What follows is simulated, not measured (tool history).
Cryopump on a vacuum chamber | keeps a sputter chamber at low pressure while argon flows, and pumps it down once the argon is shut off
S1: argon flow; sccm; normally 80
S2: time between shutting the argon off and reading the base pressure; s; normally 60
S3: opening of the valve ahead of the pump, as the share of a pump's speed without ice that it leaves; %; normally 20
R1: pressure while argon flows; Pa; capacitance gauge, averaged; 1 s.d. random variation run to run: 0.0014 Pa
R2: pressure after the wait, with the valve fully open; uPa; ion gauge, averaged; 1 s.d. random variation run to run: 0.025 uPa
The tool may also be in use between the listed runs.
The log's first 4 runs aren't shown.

{"run": 5, "hour": 64.3, "S1": 80, "S2": 60, "S3": 20, "R1": 0.3522, "R2": 3.05}
{"run": 6, "hour": 75.2, "S1": 80, "S2": 60, "S3": 42, "R1": 0.1722, "R2": 3.05}
{"run": 7, "hour": 96.7, "S1": 80, "S2": 60, "S3": 42, "R1": 0.1725, "R2": 3.05}
{"run": 8, "hour": 115.5, "S1": 80, "S2": 60, "S3": 42, "R1": 0.1735, "R2": 3.13}
{"run": 9, "hour": 134.7, "S1": 80, "S2": 60, "S3": 42, "R1": 0.1738, "R2": 3.09}
{"run": 10, "hour": 146.6, "S1": 80, "S2": 60, "S3": 42, "R1": 0.1738, "R2": 3.2}
{"run": 11, "hour": 165.8, "S1": 80, "S2": 60, "S3": 42, "R1": 0.1719, "R2": 3.27}
{"run": 12, "hour": 187.2, "S1": 80, "S2": 60, "S3": 42, "R1": 0.1744, "R2": 3.2}
{"run": 13, "hour": 197.2, "S1": 80, "S2": 60, "S3": 42, "R1": 0.1748, "R2": 3.21}
{"run": 14, "hour": 208.3, "S1": 80, "S2": 60, "S3": 42, "R1": 0.1738, "R2": 3.21}
{"hour": 217.8, "done": "pump warmed up, emptied and cooled again"}
{"run": 15, "hour": 222.8, "S1": 80, "S2": 60, "S3": 42, "R1": 0.1635, "R2": 3.03}
{"run": 16, "hour": 242.3, "S1": 80, "S2": 60, "S3": 42, "R1": 0.1644, "R2": 3.08}
{"hour": 256.1, "done": "leaking fittings of the chamber tightened, without venting"}
{"run": 17, "hour": 265.3, "S1": 80, "S2": 60, "S3": 42, "R1": 0.1648, "R2": 1}
{"run": 18, "hour": 285.4, "S1": 118, "S2": 50, "S3": 22, "R1": 0.4631, "R2": 1.23}
{"run": 19, "hour": 306.7, "S1": 118, "S2": 239, "S3": 41, "R1": 0.2492, "R2": 0.44}
{"run": 20, "hour": 321.3, "S1": 68, "S2": 93, "S3": 44, "R1": 0.134, "R2": 0.72}
{"run": 21, "hour": 340.4, "S1": 68, "S2": 93, "S3": 44, "R1": 0.1335, "R2": 0.8}
{"run": 22, "hour": 360.3, "S1": 125, "S2": 50, "S3": 28, "R1": 0.3871, "R2": 1.28}
{"run": 23, "hour": 376.7, "S1": 125, "S2": 50, "S3": 28, "R1": 0.3852, "R2": 1.32}
{"run": 24, "hour": 392.1, "S1": 125, "S2": 50, "S3": 28, "R1": 0.3878, "R2": 1.29}
{"run": 25, "hour": 406.7, "S1": 80, "S2": 171, "S3": 37, "R1": 0.1876, "R2": 0.6}

Run 26 is up next; what results do you expect?
{"run": 26, "hour": 427.9, "S1": 56, "S2": 60, "S3": 16, "R1": "?", "R2": "?"}

For run 26 the tool returned R1 0.3016 Pa, R2 1.17 uPa.
With no hidden state in the tool, this same run would have given R1 0.2997 Pa, R2 0.99 uPa.

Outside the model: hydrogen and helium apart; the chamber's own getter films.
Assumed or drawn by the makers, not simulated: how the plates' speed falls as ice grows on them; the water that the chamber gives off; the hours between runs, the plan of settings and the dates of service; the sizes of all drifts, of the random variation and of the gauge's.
